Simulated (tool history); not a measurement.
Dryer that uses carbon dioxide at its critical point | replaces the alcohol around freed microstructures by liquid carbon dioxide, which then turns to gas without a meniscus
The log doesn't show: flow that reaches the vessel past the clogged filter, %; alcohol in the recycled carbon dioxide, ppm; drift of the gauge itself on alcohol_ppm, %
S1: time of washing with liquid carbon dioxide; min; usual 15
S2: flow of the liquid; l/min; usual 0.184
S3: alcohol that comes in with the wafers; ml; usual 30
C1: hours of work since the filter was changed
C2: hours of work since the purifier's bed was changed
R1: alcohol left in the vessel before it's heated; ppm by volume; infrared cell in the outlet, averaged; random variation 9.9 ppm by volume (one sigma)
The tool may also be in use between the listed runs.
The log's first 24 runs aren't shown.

run	hour	S1	S2	S3	C1	C2	R1
25	655.8	15	0.161	23	19	360	977
26	686.7	18	0.242	60	33	374	179
27	720.3	14	0.171	81	48	389	3586
28	735.2	15	0.137	21	55	396	1709
29	769.4	22	0.153	30	70	412	424
30	801.3	15	0.126	30	85	426	3457
31	833.9	10	0.226	30	99	441	1849
32	868.1	12	0.159	38	115	456	4336
33	901.5	12	0.159	38	130	471	4538
34	920.9	12	0.159	38	139	480	4698
35	939.2	11	0.128	57	147	488	15268
36	954.4	11	0.128	57	154	495	15174
# hour 968.8: inlet filter changed
37	973.8	13	0.116	22	2	503	3945

The next listed run, before its measurement:
38	997.3	10	0.286	30	13	514	?

Run 38 gave R1 565 ppm by volume.
Without the tool's hidden state the same run would have given R1 416 ppm by volume.

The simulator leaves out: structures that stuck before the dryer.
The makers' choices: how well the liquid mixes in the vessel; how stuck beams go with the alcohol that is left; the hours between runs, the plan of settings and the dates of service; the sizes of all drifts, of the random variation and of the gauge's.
